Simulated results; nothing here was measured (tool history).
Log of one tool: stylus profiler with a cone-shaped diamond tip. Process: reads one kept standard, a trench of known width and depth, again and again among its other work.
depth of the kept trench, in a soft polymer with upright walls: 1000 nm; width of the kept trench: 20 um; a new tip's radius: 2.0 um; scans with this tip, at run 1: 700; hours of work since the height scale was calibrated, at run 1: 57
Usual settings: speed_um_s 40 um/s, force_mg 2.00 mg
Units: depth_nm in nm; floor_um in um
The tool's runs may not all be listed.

run	hour	speed_um_s	force_mg	scans with this tip	hours of work since the height scale was calibrated	depth_nm	floor_um
1	0.0	40	2.00	700	57	1014.50	16.17
2	46.1	40	2.00	1028	84	1014.71	16.11
3	99.8	134	2.00	1410	116	1014.49	15.45
4	164.9	40	2.00	1874	154	1015.04	15.97
5	222.6	40	2.00	2285	187	1015.24	15.88
6	281.3	40	2.00	2703	222	1014.95	15.84
7	344.9	40	2.00	3156	259	1015.58	15.67
8	416.0	40	2.00	3662	300	1015.78	15.67
9	482.4	40	2.00	4135	339	1015.55	15.61
10	549.6	40	2.00	4614	378	1016.03	15.51
# hour 556.6: height scale calibrated on a step standard
11	627.4	82	1.30	5164	41	1012.96	14.96
12	679.7	33	1.77	5537	72	1015.65	15.42
# hour 707.0: height scale calibrated on a step standard, once more
13	756.2	33	1.77	6078	29	1013.41	15.32
14	848.4	33	1.77	6735	83	1013.74	15.16
15	892.6	40	4.35	7050	108	1024.58	15.25
16	941.0	28	4.60	7394	137	1025.71	15.20
17	987.8	28	4.60	7727	164	1025.81	15.23
18	1025.7	28	4.60	7997	186	1026.26	15.18
# hour 1063.8: new tip fitted, height scale calibrated
19	1076.1	17	4.03	88	7	1022.50	16.46
20	1131.6	17	3.04	483	40	1018.93	16.38

Some steps in depth_nm between neighbouring runs. How much of each would the tool show without its hidden state too (settings, what came in, random variation), and how much is left for the hidden state, with any gauge scatter that isn't in both results?
The hidden state here: radius of the tip, um; height scale over the true one, %; drift of the gauge itself on depth_nm, %; drift of the gauge itself on floor_um, %.
Run 12 -> 13: height scale calibrated on a step standard, once more. depth_nm -2.24 nm: hidden state -2.26, all else +0.02.
Run 14 -> 15: speed_um_s 33 -> 40, force_mg 1.77 -> 4.35. depth_nm +10.84 nm: hidden state +0.12, all else +10.72.
Run 18 -> 19: speed_um_s 28 -> 17, force_mg 4.60 -> 4.03, new tip fitted, height scale calibrated. depth_nm -3.76 nm: hidden state -0.94, all else -2.82.

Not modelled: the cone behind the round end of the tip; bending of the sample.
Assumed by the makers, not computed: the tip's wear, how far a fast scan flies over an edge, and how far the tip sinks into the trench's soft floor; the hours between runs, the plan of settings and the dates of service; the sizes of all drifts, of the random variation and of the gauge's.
